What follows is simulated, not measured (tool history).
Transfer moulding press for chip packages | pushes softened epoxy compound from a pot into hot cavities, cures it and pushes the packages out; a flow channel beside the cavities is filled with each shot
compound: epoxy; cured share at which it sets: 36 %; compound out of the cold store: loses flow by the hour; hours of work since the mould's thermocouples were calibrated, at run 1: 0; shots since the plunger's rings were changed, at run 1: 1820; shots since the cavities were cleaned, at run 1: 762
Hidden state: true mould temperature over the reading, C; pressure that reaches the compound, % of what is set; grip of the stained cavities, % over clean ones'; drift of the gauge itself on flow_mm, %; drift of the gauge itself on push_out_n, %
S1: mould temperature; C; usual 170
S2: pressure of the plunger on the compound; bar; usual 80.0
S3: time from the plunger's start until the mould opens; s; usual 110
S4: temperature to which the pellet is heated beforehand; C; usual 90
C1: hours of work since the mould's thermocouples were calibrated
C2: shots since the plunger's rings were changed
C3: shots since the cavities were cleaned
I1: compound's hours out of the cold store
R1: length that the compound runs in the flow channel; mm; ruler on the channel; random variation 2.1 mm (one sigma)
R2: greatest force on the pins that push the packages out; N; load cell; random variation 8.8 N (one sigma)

run 1 hour=0.0 | S1=170 S2=80.0 S3=110 S4=90 | C1=0 C2=1820 C3=762 | I1=40.3 | R1=727 R2=402
-- hour=10.3 cavities cleaned with cleaning compound and waxed
run 2 hour=47.5 | S1=170 S2=80.0 S3=110 S4=90 | C1=32 C2=2324 C3=408 | I1=23.1 | R1=757 R2=392
run 3 hour=74.1 | S1=170 S2=80.0 S3=110 S4=90 | C1=51 C2=2617 C3=701 | I1=22.0 | R1=766 R2=392
-- hour=89.3 cavities cleaned with cleaning compound and waxed
run 4 hour=113.9 | S1=170 S2=80.0 S3=110 S4=90 | C1=78 C2=3036 C3=270 | I1=33.3 | R1=738 R2=394
run 5 hour=157.9 | S1=170 S2=80.0 S3=110 S4=90 | C1=109 C2=3519 C3=753 | I1=12.2 | R1=783 R2=392
-- hour=169.6 cavities cleaned with cleaning compound and waxed
run 6 hour=182.5 | S1=170 S2=80.0 S3=110 S4=90 | C1=125 C2=3772 C3=141 | I1=36.9 | R1=733 R2=381
run 7 hour=229.6 | S1=170 S2=80.0 S3=110 S4=90 | C1=158 C2=4289 C3=658 | I1=31.2 | R1=742 R2=391
-- hour=250.2 cavities cleaned with cleaning compound and waxed
run 8 hour=285.1 | S1=176 S2=80.0 S3=110 S4=90 | C1=196 C2=4880 C3=382 | I1=45.8 | R1=694 R2=357
-- hour=311.5 plunger's sealing rings changed
run 9 hour=321.5 | S1=170 S2=80.0 S3=110 S4=90 | C1=220 C2=109 C3=754 | I1=10.8 | R1=785 R2=393
-- hour=333.9 cavities cleaned with cleaning compound and waxed
run 10 hour=365.5 | S1=170 S2=80.0 S3=110 S4=90 | C1=249 C2=575 C3=346 | I1=44.5 | R1=716 R2=397
run 11 hour=410.1 | S1=170 S2=80.0 S3=110 S4=90 | C1=281 C2=1064 C3=835 | I1=13.4 | R1=783 R2=409
-- hour=414.4 cavities cleaned with cleaning compound and waxed
run 12 hour=453.2 | S1=171 S2=80.0 S3=110 S4=90 | C1=310 C2=1520 C3=425 | I1=36.9 | R1=727 R2=383
-- hour=496.1 cavities cleaned with cleaning compound and waxed
run 13 hour=506.7 | S1=171 S2=80.0 S3=110 S4=90 | C1=346 C2=2090 C3=115 | I1=32.3 | R1=734 R2=375
-- hour=525.1 mould's thermocouples calibrated
run 14 hour=555.0 | S1=166 S2=80.0 S3=110 S4=90 | C1=21 C2=2598 C3=623 | I1=33.9 | R1=754 R2=475
-- hour=578.2 cavities cleaned with cleaning compound and waxed
run 15 hour=606.2 | S1=171 S2=91.0 S3=126 S4=90 | C1=56 C2=3144 C3=308 | I1=25.4 | R1=800 R2=374
run 16 hour=644.6 | S1=175 S2=80.0 S3=110 S4=90 | C1=83 C2=3564 C3=728 | I1=40.5 | R1=706 R2=371
-- hour=658.4 cavities cleaned with cleaning compound and waxed
run 17 hour=693.5 | S1=176 S2=92.8 S3=118 S4=89 | C1=116 C2=4084 C3=385 | I1=13.0 | R1=816 R2=364
-- hour=738.0 cavities cleaned with cleaning compound and waxed
run 18 hour=748.2 | S1=167 S2=72.5 S3=101 S4=91 | C1=153 C2=4667 C3=112 | I1=10.6 | R1=763 R2=532
run 19 hour=774.3 | S1=170 S2=80.0 S3=107 S4=81 | C1=172 C2=4954 C3=399 | I1=26.1 | R1=760 R2=402
-- hour=795.0 plunger's sealing rings changed
run 20 hour=816.7 | S1=169 S2=62.3 S3=110 S4=90 | C1=200 C2=238 C3=836 | I1=47.2 | R1=632 R2=401
-- hour=821.1 cavities cleaned with cleaning compound and waxed
run 21 hour=848.5 | S1=176 S2=80.0 S3=110 S4=85 | C1=221 C2=570 C3=301 | I1=36.3 | R1=714 R2=374
run 22 hour=880.1 | S1=171 S2=68.6 S3=138 S4=85 | C1=243 C2=917 C3=648 | I1=27.6 | R1=694 R2=360
-- hour=903.3 cavities cleaned with cleaning compound and waxed
run 23 hour=903.3 | S1=170 S2=80.0 S3=105 S4=97 | C1=258 C2=1154 C3=0 | I1=37.1 | R1=729 R2=393
run 24 hour=936.9 | S1=170 S2=80.0 S3=105 S4=97 | C1=282 C2=1523 C3=369 | I1=25.1 | R1=757 R2=412
run 25 hour=980.2 | S1=170 S2=63.4 S3=105 S4=97 | C1=312 C2=1998 C3=844 | I1=37.1 | R1=650 R2=416
-- hour=985.8 cavities cleaned with cleaning compound and waxed
run 26 hour=1031.9 | S1=170 S2=67.4 S3=110 S4=91 | C1=347 C2=2549 C3=506 | I1=15.6 | R1=711 R2=398
-- hour=1047.3 mould's thermocouples calibrated
run 27 hour=1062.9 | S1=170 S2=67.4 S3=110 S4=91 | C1=11 C2=2867 C3=824 | I1=19.6 | R1=703 R2=381

4 ways to go on from here, each from the tool as it stands after run 27. What would each give?
-- hour=1067.0 cavities cleaned with cleaning compound and waxed
run A hour=1101.4 | S1=164 S2=80.0 S3=110 S4=90 | C1=37 C2=3272 C3=377 | I1=12.2 | R1=? R2=?
-- hour=1067.0 cavities cleaned with cleaning compound and waxed
run B hour=1101.4 | S1=176 S2=86.0 S3=110 S4=96 | C1=37 C2=3272 C3=377 | I1=30.5 | R1=? R2=?
-- hour=1067.0 cavities cleaned with cleaning compound and waxed
run C hour=1101.4 | S1=166 S2=67.4 S3=110 S4=91 | C1=37 C2=3272 C3=377 | I1=36.5 | R1=? R2=?
-- hour=1067.0 cavities cleaned with cleaning compound and waxed
run D hour=1101.4 | S1=166 S2=93.9 S3=110 S4=89 | C1=37 C2=3272 C3=377 | I1=33.3 | R1=? R2=?

run=A R1=811 R2=590
run=B R1=749 R2=353
run=C R1=685 R2=466
run=D R1=816 R2=478
Without the tool's hidden state the same runs would have given:
run=A R1=811 R2=587
run=B R1=749 R2=351
run=C R1=685 R2=464
run=D R1=816 R2=476

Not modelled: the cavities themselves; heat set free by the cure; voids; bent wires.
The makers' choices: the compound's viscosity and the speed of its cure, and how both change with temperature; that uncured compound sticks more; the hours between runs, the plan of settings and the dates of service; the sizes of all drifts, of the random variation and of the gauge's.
